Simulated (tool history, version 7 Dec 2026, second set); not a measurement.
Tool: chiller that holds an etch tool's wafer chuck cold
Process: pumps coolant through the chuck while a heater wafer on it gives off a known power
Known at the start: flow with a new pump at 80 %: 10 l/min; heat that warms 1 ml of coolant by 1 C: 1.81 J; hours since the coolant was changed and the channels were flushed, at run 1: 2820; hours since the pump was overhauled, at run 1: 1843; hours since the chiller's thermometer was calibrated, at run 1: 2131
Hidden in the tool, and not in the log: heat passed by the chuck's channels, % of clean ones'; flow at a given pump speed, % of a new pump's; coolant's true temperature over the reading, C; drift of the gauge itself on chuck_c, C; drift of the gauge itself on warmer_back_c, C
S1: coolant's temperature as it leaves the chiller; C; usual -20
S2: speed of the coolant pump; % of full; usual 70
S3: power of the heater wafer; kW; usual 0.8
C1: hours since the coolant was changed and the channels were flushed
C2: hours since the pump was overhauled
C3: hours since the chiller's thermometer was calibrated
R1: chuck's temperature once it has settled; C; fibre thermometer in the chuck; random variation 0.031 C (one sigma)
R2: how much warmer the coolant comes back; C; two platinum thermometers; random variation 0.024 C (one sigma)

{"run": 1, "hour": 0.0, "S1": -20, "S2": 70, "S3": 0.8, "C1": 2820, "C2": 1843, "C3": 2131, "R1": -14.34, "R2": 3.01}
{"run": 2, "hour": 150.1, "S1": -20, "S2": 70, "S3": 0.8, "C1": 2970, "C2": 1993, "C3": 2281, "R1": -14.33, "R2": 3.07}
{"run": 3, "hour": 281.4, "S1": -20, "S2": 70, "S3": 0.521, "C1": 3102, "C2": 2125, "C3": 2412, "R1": -16.28, "R2": 1.98}
{"run": 4, "hour": 426.8, "S1": -20, "S2": 70, "S3": 0.823, "C1": 3247, "C2": 2270, "C3": 2558, "R1": -14.18, "R2": 3.17}
{"run": 5, "hour": 564.6, "S1": -20, "S2": 70, "S3": 0.823, "C1": 3385, "C2": 2408, "C3": 2695, "R1": -14.14, "R2": 3.14}
{"run": 6, "hour": 693.4, "S1": -20, "S2": 70, "S3": 0.823, "C1": 3513, "C2": 2537, "C3": 2824, "R1": -14.1, "R2": 3.1}
{"run": 7, "hour": 824.0, "S1": -20, "S2": 70, "S3": 0.823, "C1": 3644, "C2": 2667, "C3": 2955, "R1": -14.14, "R2": 3.17}
{"run": 8, "hour": 1052.8, "S1": -20, "S2": 70, "S3": 0.8, "C1": 3873, "C2": 2896, "C3": 3184, "R1": -14.26, "R2": 3.02}
{"run": 9, "hour": 1157.4, "S1": -28, "S2": 70, "S3": 0.8, "C1": 3978, "C2": 3001, "C3": 3288, "R1": -22.29, "R2": 3.04}
{"run": 10, "hour": 1310.6, "S1": -28, "S2": 70, "S3": 0.8, "C1": 4131, "C2": 3154, "C3": 3441, "R1": -22.29, "R2": 3.02}
{"run": 11, "hour": 1446.5, "S1": -24, "S2": 70, "S3": 0.8, "C1": 4267, "C2": 3290, "C3": 3577, "R1": -18.24, "R2": 3.09}
{"hour": 1486.0, "done": "coolant changed, channels flushed"}
{"run": 12, "hour": 1599.0, "S1": -24, "S2": 70, "S3": 0.8, "C1": 113, "C2": 3436, "C3": 3724, "R1": -18.28, "R2": 3.08}
{"run": 13, "hour": 1799.0, "S1": -16, "S2": 70, "S3": 0.8, "C1": 313, "C2": 3636, "C3": 3924, "R1": -10.33, "R2": 3.02}
{"run": 14, "hour": 1922.8, "S1": -22, "S2": 86, "S3": 1.012, "C1": 437, "C2": 3760, "C3": 4048, "R1": -15.64, "R2": 3.1}
{"run": 15, "hour": 2071.6, "S1": -20, "S2": 80, "S3": 0.693, "C1": 586, "C2": 3909, "C3": 4196, "R1": -15.41, "R2": 2.27}
{"run": 16, "hour": 2266.1, "S1": -26, "S2": 70, "S3": 0.706, "C1": 780, "C2": 4103, "C3": 4391, "R1": -20.97, "R2": 2.68}
{"run": 17, "hour": 2403.6, "S1": -14, "S2": 70, "S3": 0.706, "C1": 918, "C2": 4241, "C3": 4528, "R1": -8.95, "R2": 2.7}
{"run": 18, "hour": 2628.5, "S1": -14, "S2": 70, "S3": 0.706, "C1": 1143, "C2": 4466, "C3": 4753, "R1": -8.91, "R2": 2.65}
{"run": 19, "hour": 2825.8, "S1": -23, "S2": 70, "S3": 0.778, "C1": 1340, "C2": 4663, "C3": 4951, "R1": -17.41, "R2": 2.96}
{"hour": 2908.8, "done": "chiller's thermometer calibrated"}
{"run": 20, "hour": 3031.8, "S1": -12, "S2": 92, "S3": 0.8, "C1": 1545, "C2": 4868, "C3": 123, "R1": -7.13, "R2": 2.3}
{"run": 21, "hour": 3131.4, "S1": -16, "S2": 83, "S3": 0.8, "C1": 1644, "C2": 4967, "C3": 223, "R1": -10.81, "R2": 2.54}

4 ways to go on from here, each from the tool as it stands after run 21. What would each give?
{"hour": 3293.1, "done": "coolant pump overhauled"}
{"run": "A", "hour": 3355.0, "S1": -29, "S2": 100, "S3": 0.8, "C1": 1863, "C2": 62, "C3": 441, "R1": "?", "R2": "?"}
{"hour": 3293.1, "done": "coolant pump overhauled"}
{"run": "B", "hour": 3355.0, "S1": -11, "S2": 80, "S3": 0.8, "C1": 1863, "C2": 62, "C3": 441, "R1": "?", "R2": "?"}
{"hour": 3293.1, "done": "coolant pump overhauled"}
{"run": "C", "hour": 3355.0, "S1": -18, "S2": 83, "S3": 0.8, "C1": 1863, "C2": 62, "C3": 441, "R1": "?", "R2": "?"}
{"hour": 3293.1, "done": "coolant pump overhauled"}
{"run": "D", "hour": 3355.0, "S1": -20, "S2": 77, "S3": 0.461, "C1": 1863, "C2": 62, "C3": 441, "R1": "?", "R2": "?"}

run=A R1=-24.37 R2=2.08
run=B R1=-5.67 R2=2.65
run=C R1=-12.82 R2=2.61
run=D R1=-16.85 R2=1.62
Without the tool's hidden state the same runs would have given:
run=A R1=-24.46 R2=2.08
run=B R1=-5.77 R2=2.65
run=C R1=-12.92 R2=2.61
run=D R1=-16.94 R2=1.62
